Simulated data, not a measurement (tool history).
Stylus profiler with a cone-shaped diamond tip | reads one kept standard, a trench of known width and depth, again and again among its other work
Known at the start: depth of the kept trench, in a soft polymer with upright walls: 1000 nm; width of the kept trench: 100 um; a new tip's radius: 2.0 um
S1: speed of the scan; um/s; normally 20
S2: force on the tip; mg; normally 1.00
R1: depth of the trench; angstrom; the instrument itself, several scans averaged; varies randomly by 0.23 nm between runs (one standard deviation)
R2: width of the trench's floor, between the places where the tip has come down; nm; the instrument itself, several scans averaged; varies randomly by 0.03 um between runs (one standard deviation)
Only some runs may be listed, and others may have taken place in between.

| run | hour | S1 | S2 | R1 | R2 |
|---|---|---|---|---|---|
| 1 | 0.0 | 20 | 1.00 | 10083.5 | 96460 |
| 2 | 33.3 | 20 | 1.00 | 10079.7 | 96450 |
| 3 | 52.0 | 20 | 1.00 | 10079.1 | 96400 |
| 4 | 78.5 | 20 | 1.00 | 10080.6 | 96420 |
| 5 | 114.3 | 20 | 0.65 | 10062.3 | 96400 |
| 6 | 129.0 | 20 | 1.00 | 10079.2 | 96420 |
| 7 | 155.1 | 20 | 1.00 | 10080.5 | 96410 |
| 8 | 187.7 | 20 | 1.00 | 10081.4 | 96430 |
| 9 | 215.2 | 11 | 1.00 | 10083.2 | 96450 |
| 10 | 241.2 | 11 | 1.00 | 10082.6 | 96470 |
| 11 | 262.2 | 12 | 1.00 | 10081.6 | 96480 |
| 12 | 289.9 | 12 | 1.00 | 10082.5 | 96510 |

What will run 13 give?
| 13 | 325.7 | 66 | 1.00 | ? | ? |

{"run 13": {"R1": 10081.3, "R2": 96220}}
With the hidden condition absent and the run-to-run variation left alone, this run would have shown R1 10081.3 angstrom, R2 96230 nm.
